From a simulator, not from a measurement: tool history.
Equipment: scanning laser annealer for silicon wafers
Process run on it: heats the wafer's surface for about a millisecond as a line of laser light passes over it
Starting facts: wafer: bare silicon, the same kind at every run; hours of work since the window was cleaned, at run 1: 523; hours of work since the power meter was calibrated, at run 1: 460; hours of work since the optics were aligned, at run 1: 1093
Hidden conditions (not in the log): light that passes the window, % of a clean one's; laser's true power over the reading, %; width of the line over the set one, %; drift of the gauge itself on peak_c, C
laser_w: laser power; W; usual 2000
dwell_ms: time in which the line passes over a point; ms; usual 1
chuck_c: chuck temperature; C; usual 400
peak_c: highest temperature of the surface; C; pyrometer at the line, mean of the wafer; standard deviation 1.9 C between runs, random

run	hour	laser_w	dwell_ms	chuck_c	hours of work since the window was cleaned	hours of work since the power meter was calibrated	hours of work since the optics were aligned	peak_c
1	0	2000	1	400	523	460	1093	1169
2	23.9	2000	1	400	534	471	1104	1170
3	43.2	1964	1	400	544	480	1113	1150
4	79.8	1964	1	400	561	498	1131	1154
5	97.5	1964	1	400	569	506	1139	1149
6	125.4	1964	1	400	582	519	1152	1152
7	155.9	1964	1	400	597	533	1166	1152
8	193.8	1796	1	400	614	551	1184	1080
9	213.6	1796	0.85	400	624	560	1194	1028
10	238	1796	0.85	400	635	572	1205	1026
11	260.8	2000	0.75	400	646	583	1216	1068
12	285.4	2000	0.72	400	657	594	1227	1051
13	318.7	2000	0.7	416	673	610	1243	1057
14	344.2	2000	0.7	416	685	622	1255	1058
15	362.7	1819	1	432	694	630	1264	1120
16	392	1819	1	385	707	644	1277	1074
17	409.1	1819	1	385	715	652	1285	1075
18	430.1	2000	1.19	400	725	662	1295	1238
19	465.5	2000	0.72	364	742	679	1312	1015
20	492.6	2000	0.72	364	755	691	1325	1021
21	529.8	1815	0.74	420	772	709	1342	1010

Branching from run 21: 4 alternative next runs. What would each branch give?
A	563.4	1815	0.85	432	788	725	1358	?
B	563.4	2000	1.24	372	788	725	1358	?
C	563.4	2156	0.75	430	788	725	1358	?
D	563.4	1896	0.74	420	788	725	1358	?

run	peak_c
A	1063
B	1229
C	1159
D	1042
What these runs would have given with no unlogged condition in the tool:
run	peak_c
A	1064
B	1231
C	1160
D	1043
